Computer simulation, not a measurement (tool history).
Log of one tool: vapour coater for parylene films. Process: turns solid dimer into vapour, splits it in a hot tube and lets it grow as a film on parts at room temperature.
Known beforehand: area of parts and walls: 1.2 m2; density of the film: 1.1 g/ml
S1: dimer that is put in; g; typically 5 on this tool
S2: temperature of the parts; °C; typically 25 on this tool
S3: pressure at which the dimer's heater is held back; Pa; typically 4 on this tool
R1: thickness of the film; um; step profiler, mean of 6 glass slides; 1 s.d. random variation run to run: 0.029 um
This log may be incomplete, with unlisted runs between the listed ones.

run 1 day=0 | S1=5 S2=25 S3=4 | R1=2.52
run 2 day=0.95 | S1=5 S2=25 S3=4 | R1=2.5
run 3 day=2.783 | S1=5 S2=25 S3=4 | R1=2.51
run 4 day=4.454 | S1=5 S2=25 S3=4 | R1=2.51
run 5 day=5.383 | S1=5 S2=25 S3=4 | R1=2.43
run 6 day=6.525 | S1=5 S2=21 S3=4 | R1=2.89
run 7 day=7.512 | S1=5 S2=21 S3=4 | R1=2.83
run 8 day=9.388 | S1=3 S2=25 S3=4 | R1=1.47
run 9 day=11.133 | S1=5 S2=25 S3=7.86 | R1=2.19
run 10 day=12.288 | S1=5 S2=25 S3=7.86 | R1=2.15
run 11 day=13.812 | S1=5 S2=31 S3=4 | R1=1.86
run 12 day=15.329 | S1=5 S2=31 S3=4 | R1=1.9
run 13 day=16.938 | S1=5 S2=25 S3=4 | R1=2.3
run 14 day=18.688 | S1=5 S2=25 S3=4 | R1=2.3
run 15 day=19.7 | S1=5 S2=25 S3=4 | R1=2.32
run 16 day=20.558 | S1=5 S2=25 S3=4 | R1=2.26
-- day=21.296 trap's valve overhauled
run 17 day=21.546 | S1=5 S2=25 S3=4 | R1=2.58
run 18 day=22.621 | S1=5 S2=25 S3=3.69 | R1=2.65
run 19 day=24.167 | S1=5 S2=25 S3=4.85 | R1=2.49
run 20 day=25.633 | S1=5 S2=25 S3=4.85 | R1=2.42
run 21 day=26.629 | S1=5 S2=25 S3=4.85 | R1=2.41
run 22 day=27.908 | S1=5 S2=25 S3=4.85 | R1=2.4
run 23 day=29.729 | S1=5 S2=25 S3=4 | R1=2.45
run 24 day=30.533 | S1=5 S2=25 S3=4 | R1=2.47
run 25 day=32.283 | S1=4 S2=36 S3=4 | R1=1.31
run 26 day=33.396 | S1=4 S2=36 S3=4 | R1=1.24
run 27 day=34.629 | S1=7 S2=25 S3=5.28 | R1=3.2
-- day=34.762 table's thermometer calibrated
run 28 day=36.275 | S1=7 S2=25 S3=5.28 | R1=3.16
run 29 day=37.879 | S1=7 S2=25 S3=2.68 | R1=3.49
run 30 day=39.683 | S1=7 S2=25 S3=2.68 | R1=3.53
run 31 day=41.271 | S1=7 S2=25 S3=2.68 | R1=3.49
-- day=42.162 table's thermometer calibrated, once more
run 32 day=42.546 | S1=7 S2=25 S3=2.68 | R1=3.55
run 33 day=43.733 | S1=7 S2=25 S3=2.68 | R1=3.53
run 34 day=44.65 | S1=7 S2=25 S3=2.68 | R1=3.5
-- day=46.408 trap's valve overhauled
run 35 day=46.408 | S1=7 S2=25 S3=2.68 | R1=3.93
run 36 day=47.3 | S1=3 S2=23 S3=2.33 | R1=1.84
run 37 day=48.229 | S1=3 S2=19 S3=7.98 | R1=1.72
run 38 day=50.033 | S1=3 S2=32 S3=11.3 | R1=0.98
run 39 day=50.988 | S1=2 S2=34 S3=4.33 | R1=0.71
run 40 day=52.392 | S1=2 S2=34 S3=4.33 | R1=0.66
run 41 day=53.892 | S1=2 S2=34 S3=4.33 | R1=0.69
run 42 day=54.988 | S1=2 S2=34 S3=4.33 | R1=0.68
run 43 day=56.508 | S1=2 S2=34 S3=2.79 | R1=0.78
run 44 day=57.633 | S1=2 S2=34 S3=2.79 | R1=0.76
run 45 day=58.45 | S1=7 S2=28 S3=4.31 | R1=3.01
run 46 day=59.279 | S1=2 S2=21 S3=7.96 | R1=1
run 47 day=60.683 | S1=2 S2=21 S3=7.96 | R1=0.98

How would selected steps in R1 from run to run divide? Give the signed amount a tool lacking its hidden state would still show from settings, what came in and random variation, and the signed amount left for the hidden state, including any gauge scatter that is not in both of the compared results.
Unlogged tool condition in this case: vapour lost through the trap's worn valve, %; true temperature of the parts over the reading, C; drift of the gauge itself on film_um, %.
Run 16 -> 17: trap's valve overhauled. R1 +0.32 um: hidden state +0.27, all else +0.05.
Run 34 -> 35: trap's valve overhauled. R1 +0.43 um: hidden state +0.38, all else +0.05.
Run 35 -> 36: S1 7 -> 3, S2 25 -> 23, S3 2.68 -> 2.33. R1 -2.09 um: hidden state +0.03, all else -2.12.
Run 44 -> 45: S1 2 -> 7, S2 34 -> 28, S3 2.79 -> 4.31. R1 +2.25 um: hidden state -0.19, all else +2.44.
Run 45 -> 46: S1 7 -> 2, S2 28 -> 21, S3 4.31 -> 7.96. R1 -2.01 um: hidden state +0.16, all else -2.17.
